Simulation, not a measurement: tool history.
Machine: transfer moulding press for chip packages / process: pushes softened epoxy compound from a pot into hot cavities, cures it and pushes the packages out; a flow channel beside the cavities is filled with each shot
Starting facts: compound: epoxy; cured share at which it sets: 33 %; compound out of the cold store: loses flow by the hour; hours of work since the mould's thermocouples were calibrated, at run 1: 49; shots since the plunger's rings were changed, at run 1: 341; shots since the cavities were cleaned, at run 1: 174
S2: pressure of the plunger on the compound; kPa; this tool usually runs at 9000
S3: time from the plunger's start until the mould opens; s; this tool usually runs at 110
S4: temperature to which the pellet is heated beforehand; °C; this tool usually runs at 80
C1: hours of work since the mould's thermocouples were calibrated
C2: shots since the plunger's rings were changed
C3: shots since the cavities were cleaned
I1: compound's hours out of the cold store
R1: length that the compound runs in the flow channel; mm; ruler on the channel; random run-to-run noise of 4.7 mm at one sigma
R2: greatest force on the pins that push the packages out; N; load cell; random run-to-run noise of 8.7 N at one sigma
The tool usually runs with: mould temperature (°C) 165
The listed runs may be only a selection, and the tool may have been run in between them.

run 1 hour=0.0 | mould_temperature_(°C)=165 S2=9000 S3=110 S4=80 | C1=49 C2=341 C3=174 | I1=44.4 | R1=871 R2=490
run 2 hour=11.8 | mould_temperature_(°C)=165 S2=9000 S3=110 S4=80 | C1=56 C2=448 C3=281 | I1=27.6 | R1=964 R2=562
run 3 hour=25.2 | mould_temperature_(°C)=165 S2=10250 S3=110 S4=80 | C1=64 C2=571 C3=404 | I1=47.8 | R1=906 R2=595
run 4 hour=38.4 | mould_temperature_(°C)=165 S2=10530 S3=110 S4=80 | C1=71 C2=690 C3=523 | I1=41.9 | R1=952 R2=621
run 5 hour=50.2 | mould_temperature_(°C)=165 S2=10530 S3=110 S4=80 | C1=78 C2=799 C3=632 | I1=38.8 | R1=979 R2=678
run 6 hour=57.6 | mould_temperature_(°C)=165 S2=10530 S3=110 S4=80 | C1=83 C2=866 C3=699 | I1=30.3 | R1=1016 R2=697
run 7 hour=64.2 | mould_temperature_(°C)=165 S2=10530 S3=110 S4=80 | C1=86 C2=926 C3=759 | I1=33.5 | R1=1001 R2=675
run 8 hour=71.0 | mould_temperature_(°C)=165 S2=10530 S3=110 S4=80 | C1=90 C2=988 C3=821 | I1=37.8 | R1=972 R2=750
run 9 hour=84.7 | mould_temperature_(°C)=165 S2=10530 S3=110 S4=80 | C1=98 C2=1112 C3=945 | I1=25.2 | R1=1046 R2=769
-- hour=98.7 cavities cleaned with cleaning compound and waxed
run 10 hour=99.4 | mould_temperature_(°C)=166 S2=10650 S3=110 S4=87 | C1=106 C2=1233 C3=6 | I1=29.9 | R1=1022 R2=383
run 11 hour=109.9 | mould_temperature_(°C)=166 S2=10650 S3=110 S4=87 | C1=112 C2=1328 C3=101 | I1=13.5 | R1=1133 R2=455
run 12 hour=120.7 | mould_temperature_(°C)=164 S2=10350 S3=123 S4=80 | C1=119 C2=1427 C3=200 | I1=38.9 | R1=959 R2=505
run 13 hour=134.0 | mould_temperature_(°C)=165 S2=9000 S3=110 S4=80 | C1=127 C2=1549 C3=322 | I1=21.2 | R1=1000 R2=591
run 14 hour=140.4 | mould_temperature_(°C)=169 S2=7580 S3=143 S4=80 | C1=130 C2=1607 C3=380 | I1=36.4 | R1=821 R2=525
run 15 hour=151.6 | mould_temperature_(°C)=169 S2=7580 S3=143 S4=80 | C1=137 C2=1709 C3=482 | I1=45.2 | R1=769 R2=579
run 16 hour=162.3 | mould_temperature_(°C)=165 S2=6900 S3=148 S4=86 | C1=143 C2=1807 C3=580 | I1=45.5 | R1=749 R2=598
run 17 hour=172.8 | mould_temperature_(°C)=165 S2=6900 S3=148 S4=86 | C1=150 C2=1902 C3=675 | I1=22.0 | R1=864 R2=613
run 18 hour=184.2 | mould_temperature_(°C)=159 S2=9000 S3=115 S4=80 | C1=156 C2=2006 C3=779 | I1=13.5 | R1=1065 R2=935

Branching from run 18: 3 alternative next runs. What would each branch give?
run A hour=193.4 | mould_temperature_(°C)=161 S2=8130 S3=93 S4=80 | C1=162 C2=2090 C3=863 | I1=25.4 | R1=? R2=?
run B hour=193.4 | mould_temperature_(°C)=168 S2=9000 S3=110 S4=77 | C1=162 C2=2090 C3=863 | I1=45.6 | R1=? R2=?
run C hour=193.4 | mould_temperature_(°C)=157 S2=10500 S3=122 S4=80 | C1=162 C2=2090 C3=863 | I1=13.7 | R1=? R2=?

run=A R1=934 R2=1223
run=B R1=840 R2=719
run=C R1=1152 R2=1007
With no hidden state in the tool, these same runs would have given:
run=A R1=954 R2=632
run=B R1=858 R2=376
run=C R1=1176 R2=518

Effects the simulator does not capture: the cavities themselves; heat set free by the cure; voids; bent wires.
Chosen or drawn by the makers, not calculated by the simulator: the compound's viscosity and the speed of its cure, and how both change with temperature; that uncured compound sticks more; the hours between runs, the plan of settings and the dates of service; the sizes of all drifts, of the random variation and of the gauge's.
